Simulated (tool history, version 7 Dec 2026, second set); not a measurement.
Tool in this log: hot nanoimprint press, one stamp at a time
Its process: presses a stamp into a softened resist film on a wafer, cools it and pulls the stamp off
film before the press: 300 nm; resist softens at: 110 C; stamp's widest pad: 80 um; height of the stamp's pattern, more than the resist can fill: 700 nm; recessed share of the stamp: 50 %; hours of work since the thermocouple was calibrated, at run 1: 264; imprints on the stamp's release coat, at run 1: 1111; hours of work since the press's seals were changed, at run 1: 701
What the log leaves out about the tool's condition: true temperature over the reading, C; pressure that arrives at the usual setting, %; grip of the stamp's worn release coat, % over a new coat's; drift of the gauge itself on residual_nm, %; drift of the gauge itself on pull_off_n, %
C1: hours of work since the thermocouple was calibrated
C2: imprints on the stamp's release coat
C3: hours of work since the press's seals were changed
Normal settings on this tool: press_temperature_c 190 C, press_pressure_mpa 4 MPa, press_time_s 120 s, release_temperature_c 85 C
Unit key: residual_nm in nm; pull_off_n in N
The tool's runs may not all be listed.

{"run": 1, "hour": 0.0, "press_temperature_c": 190, "press_pressure_mpa": 4, "press_time_s": 120, "release_temperature_c": 85, "C1": 264, "C2": 1111, "C3": 701, "residual_nm": 169.1, "pull_off_n": 193}
{"run": 2, "hour": 21.6, "press_temperature_c": 190, "press_pressure_mpa": 4, "press_time_s": 120, "release_temperature_c": 91, "C1": 280, "C2": 1214, "C3": 718, "residual_nm": 170.1, "pull_off_n": 159}
{"run": 3, "hour": 48.6, "press_temperature_c": 190, "press_pressure_mpa": 4, "press_time_s": 120, "release_temperature_c": 91, "C1": 301, "C2": 1343, "C3": 739, "residual_nm": 168.7, "pull_off_n": 162}
{"run": 4, "hour": 81.8, "press_temperature_c": 190, "press_pressure_mpa": 4, "press_time_s": 120, "release_temperature_c": 91, "C1": 327, "C2": 1501, "C3": 765, "residual_nm": 170, "pull_off_n": 161}
{"run": 5, "hour": 118.5, "press_temperature_c": 190, "press_pressure_mpa": 4, "press_time_s": 120, "release_temperature_c": 91, "C1": 356, "C2": 1675, "C3": 793, "residual_nm": 168.8, "pull_off_n": 168}
{"hour": 147.5, "done": "press's hydraulic seals changed and the load cell set to zero"}
{"run": 6, "hour": 154.2, "press_temperature_c": 190, "press_pressure_mpa": 4, "press_time_s": 120, "release_temperature_c": 91, "C1": 377, "C2": 1807, "C3": 5, "residual_nm": 169.7, "pull_off_n": 170}
{"run": 7, "hour": 184.2, "press_temperature_c": 190, "press_pressure_mpa": 4, "press_time_s": 120, "release_temperature_c": 85, "C1": 401, "C2": 1951, "C3": 29, "residual_nm": 171.3, "pull_off_n": 192}
{"hour": 192.6, "done": "stamp cleaned and given a new release coat"}
{"hour": 210.2, "done": "plate thermocouple calibrated"}
{"run": 8, "hour": 213.2, "press_temperature_c": 190, "press_pressure_mpa": 4, "press_time_s": 120, "release_temperature_c": 85, "C1": 2, "C2": 84, "C3": 44, "residual_nm": 169.1, "pull_off_n": 187}
{"run": 9, "hour": 234.2, "press_temperature_c": 190, "press_pressure_mpa": 3.56, "press_time_s": 123, "release_temperature_c": 85, "C1": 19, "C2": 184, "C3": 60, "residual_nm": 178.9, "pull_off_n": 188}
{"run": 10, "hour": 270.7, "press_temperature_c": 186, "press_pressure_mpa": 3.56, "press_time_s": 123, "release_temperature_c": 85, "C1": 47, "C2": 358, "C3": 89, "residual_nm": 199, "pull_off_n": 188}
{"run": 11, "hour": 296.5, "press_temperature_c": 188, "press_pressure_mpa": 2.43, "press_time_s": 214, "release_temperature_c": 71, "C1": 67, "C2": 480, "C3": 109, "residual_nm": 188.2, "pull_off_n": 259}
{"run": 12, "hour": 329.9, "press_temperature_c": 190, "press_pressure_mpa": 4, "press_time_s": 74, "release_temperature_c": 85, "C1": 93, "C2": 640, "C3": 135, "residual_nm": 191.5, "pull_off_n": 195}
{"run": 13, "hour": 358.2, "press_temperature_c": 184, "press_pressure_mpa": 3.33, "press_time_s": 100, "release_temperature_c": 72, "C1": 115, "C2": 774, "C3": 157, "residual_nm": 225.2, "pull_off_n": 252}
{"run": 14, "hour": 385.5, "press_temperature_c": 195, "press_pressure_mpa": 4, "press_time_s": 120, "release_temperature_c": 84, "C1": 136, "C2": 905, "C3": 178, "residual_nm": 145.4, "pull_off_n": 199}
{"run": 15, "hour": 405.6, "press_temperature_c": 182, "press_pressure_mpa": 4, "press_time_s": 120, "release_temperature_c": 75, "C1": 152, "C2": 1000, "C3": 194, "residual_nm": 213.6, "pull_off_n": 247}

Here are 3 independent what-if runs from the current tool condition. What would each one return?
{"run": "A", "hour": 428.2, "press_temperature_c": 190, "press_pressure_mpa": 4.35, "press_time_s": 73, "release_temperature_c": 73, "C1": 170, "C2": 1108, "C3": 211, "residual_nm": "?", "pull_off_n": "?"}
{"run": "B", "hour": 428.2, "press_temperature_c": 185, "press_pressure_mpa": 4, "press_time_s": 120, "release_temperature_c": 75, "C1": 170, "C2": 1108, "C3": 211, "residual_nm": "?", "pull_off_n": "?"}
{"run": "C", "hour": 428.2, "press_temperature_c": 189, "press_pressure_mpa": 3.45, "press_time_s": 120, "release_temperature_c": 89, "C1": 170, "C2": 1108, "C3": 211, "residual_nm": "?", "pull_off_n": "?"}

run=A residual_nm=187.7 pull_off_n=245
run=B residual_nm=197.9 pull_off_n=241
run=C residual_nm=186.3 pull_off_n=170
The same runs, with their run-to-run variation unchanged, on a tool lacking any hidden condition would have given:
run=A residual_nm=187.7 pull_off_n=243
run=B residual_nm=197.9 pull_off_n=240
run=C residual_nm=186.2 pull_off_n=168
